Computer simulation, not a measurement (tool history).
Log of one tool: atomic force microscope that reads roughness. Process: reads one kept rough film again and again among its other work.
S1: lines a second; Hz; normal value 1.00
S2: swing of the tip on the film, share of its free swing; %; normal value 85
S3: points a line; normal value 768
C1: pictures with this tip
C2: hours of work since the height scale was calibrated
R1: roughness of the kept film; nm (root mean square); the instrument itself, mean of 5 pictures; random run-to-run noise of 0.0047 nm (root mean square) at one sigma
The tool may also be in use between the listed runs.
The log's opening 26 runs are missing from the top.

{"run": 27, "day": 45.783, "S1": 1.86, "S2": 72, "S3": 686, "C1": 50, "C2": 1129, "R1": 0.604}
{"run": 28, "day": 46.779, "S1": 1.42, "S2": 56, "S3": 566, "C1": 69, "C2": 1140, "R1": 0.634}
{"run": 29, "day": 47.812, "S1": 1.42, "S2": 56, "S3": 566, "C1": 89, "C2": 1151, "R1": 0.634}
{"day": 48.588, "done": "new tip fitted"}
{"run": 30, "day": 49.488, "S1": 1.42, "S2": 56, "S3": 952, "C1": 17, "C2": 1169, "R1": 0.627}
{"run": 31, "day": 51.462, "S1": 1.42, "S2": 56, "S3": 952, "C1": 55, "C2": 1191, "R1": 0.63}
{"run": 32, "day": 52.812, "S1": 1.0, "S2": 71, "S3": 954, "C1": 81, "C2": 1206, "R1": 0.625}
{"day": 53.896, "done": "new tip fitted"}
{"run": 33, "day": 54.483, "S1": 1.29, "S2": 81, "S3": 768, "C1": 12, "C2": 1224, "R1": 0.593}
{"run": 34, "day": 55.758, "S1": 1.29, "S2": 81, "S3": 768, "C1": 36, "C2": 1238, "R1": 0.597}
{"run": 35, "day": 56.746, "S1": 1.29, "S2": 81, "S3": 768, "C1": 55, "C2": 1248, "R1": 0.597}
{"run": 36, "day": 58.25, "S1": 1.0, "S2": 71, "S3": 768, "C1": 84, "C2": 1265, "R1": 0.617}
{"day": 59.142, "done": "new tip fitted"}
{"run": 37, "day": 60.204, "S1": 3.18, "S2": 58, "S3": 768, "C1": 20, "C2": 1286, "R1": 0.611}
{"run": 38, "day": 61.75, "S1": 2.35, "S2": 82, "S3": 430, "C1": 50, "C2": 1303, "R1": 0.559}
{"run": 39, "day": 63.621, "S1": 1.0, "S2": 89, "S3": 295, "C1": 86, "C2": 1323, "R1": 0.582}
{"day": 64.446, "done": "new tip fitted"}
{"run": 40, "day": 64.675, "S1": 1.0, "S2": 89, "S3": 295, "C1": 4, "C2": 1335, "R1": 0.588}
{"run": 41, "day": 66.029, "S1": 1.0, "S2": 89, "S3": 295, "C1": 30, "C2": 1349, "R1": 0.591}
{"run": 42, "day": 68.112, "S1": 1.42, "S2": 68, "S3": 768, "C1": 70, "C2": 1372, "R1": 0.612}
{"day": 69.883, "done": "new tip fitted"}
{"run": 43, "day": 69.912, "S1": 2.26, "S2": 60, "S3": 768, "C1": 0, "C2": 1392, "R1": 0.621}
{"run": 44, "day": 70.883, "S1": 2.49, "S2": 85, "S3": 928, "C1": 19, "C2": 1402, "R1": 0.551}
{"run": 45, "day": 72.2, "S1": 2.49, "S2": 85, "S3": 928, "C1": 44, "C2": 1417, "R1": 0.534}

5 options for the next run, each taken on its own from the tool as it stands now. Forecast them:
{"run": "A", "day": 73.462, "S1": 2.16, "S2": 73, "S3": 569, "C1": 69, "C2": 1430, "R1": "?"}
{"run": "B", "day": 73.462, "S1": 1.25, "S2": 62, "S3": 337, "C1": 69, "C2": 1430, "R1": "?"}
{"run": "C", "day": 73.462, "S1": 2.98, "S2": 86, "S3": 928, "C1": 69, "C2": 1430, "R1": "?"}
{"run": "D", "day": 73.462, "S1": 1.66, "S2": 76, "S3": 311, "C1": 69, "C2": 1430, "R1": "?"}
{"run": "E", "day": 73.462, "S1": 1.0, "S2": 85, "S3": 404, "C1": 69, "C2": 1430, "R1": "?"}

run=A R1=0.588
run=B R1=0.632
run=C R1=0.530
run=D R1=0.591
run=E R1=0.589
The same runs, with their run-to-run variation unchanged, on a tool lacking any hidden condition would have given:
run=A R1=0.590
run=B R1=0.634
run=C R1=0.532
run=D R1=0.594
run=E R1=0.592
